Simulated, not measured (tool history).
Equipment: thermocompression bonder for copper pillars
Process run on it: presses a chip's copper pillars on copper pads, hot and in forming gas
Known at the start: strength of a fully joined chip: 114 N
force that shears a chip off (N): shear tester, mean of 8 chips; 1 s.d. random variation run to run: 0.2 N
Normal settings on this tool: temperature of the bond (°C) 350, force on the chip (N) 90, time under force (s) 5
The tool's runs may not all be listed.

run   hour  temperature of the bond (°C)  force on the chip (N)  time under force (s)  force that shears a chip off (N)
  1    0.0                           350                     90                     5                              49.8
  2   18.0                           350                     90                     5                              49.2
  3   37.1                           350                     90                     5                              49.3
  4   56.8                           350                     78                     5                              43.6
  5   73.8                           350                     55                     5                              31.5
  6   91.8                           350                     55                     5                              30.9
  7  108.0                           350                     55                     5                              31.6
  8  119.5                           350                     97                     5                              53.0
  9  136.7                           350                     56                     5                              31.6
 10  152.7                           350                     56                     5                              31.8
 11  161.3                           350                     62                     5                              34.8
 12  178.5                           350                     93                     5                              50.8
 13  191.5                           350                     76                     5                              42.9
 14  212.0                           350                    115                     5                              60.4
 15  227.8                           350                    115                     5                              60.3
 16  245.4                           350                    115                     5                              60.5
 17  260.3                           350                    115                     5                              60.7
 18  269.3                           350                    115                     5                              60.6
 19  283.4                           373                     71                     5                              48.2
 20  292.6                           350                     62                     6                              37.6
 21  301.0                           343                    124                     6                              64.7
 22  310.4                           362                     66                     5                              41.4
 23  325.1                           359                     90                     5                              53.2
 24  345.1                           359                     90                     5                              52.5
 25  364.1                           363                    103                     3                              51.2
 26  376.2                           363                    103                     3                              51.3
 27  386.2                           363                    103                     3                              51.0
 28  399.3                           363                     85                     3                              43.1
 29  410.6                           377                     96                     5                              63.7
 30  430.0                           377                     96                     5                              63.6
 31  446.8                           336                     95                     4                              42.4

Between the runs listed above, the log contained 4 entries, not reproduced here. Where in the sequence does each belong, and how does what the log doesn't record of the tool's condition differ from the listed run before to the listed run after?
Logged between run 4 and run 5: heater calibrated with a thermocouple chip (hour 73.8)
  true temperature of the bond over the reading, C: 0.4 -> 0; oxide that the forming gas leaves, % of the face: 0.69 -> 0.72
Logged between run 6 and run 7: forming gas filter changed (hour 107.8)
  oxide that the forming gas leaves, % of the face: 0.76 -> 0.51
Logged between run 16 and run 17: forming gas filter changed (hour 260.3)
  oxide that the forming gas leaves, % of the face: 0.77 -> 0.5
Logged between run 29 and run 30: forming gas filter changed (hour 412.6)
  oxide that the forming gas leaves, % of the face: 0.8 -> 0.53
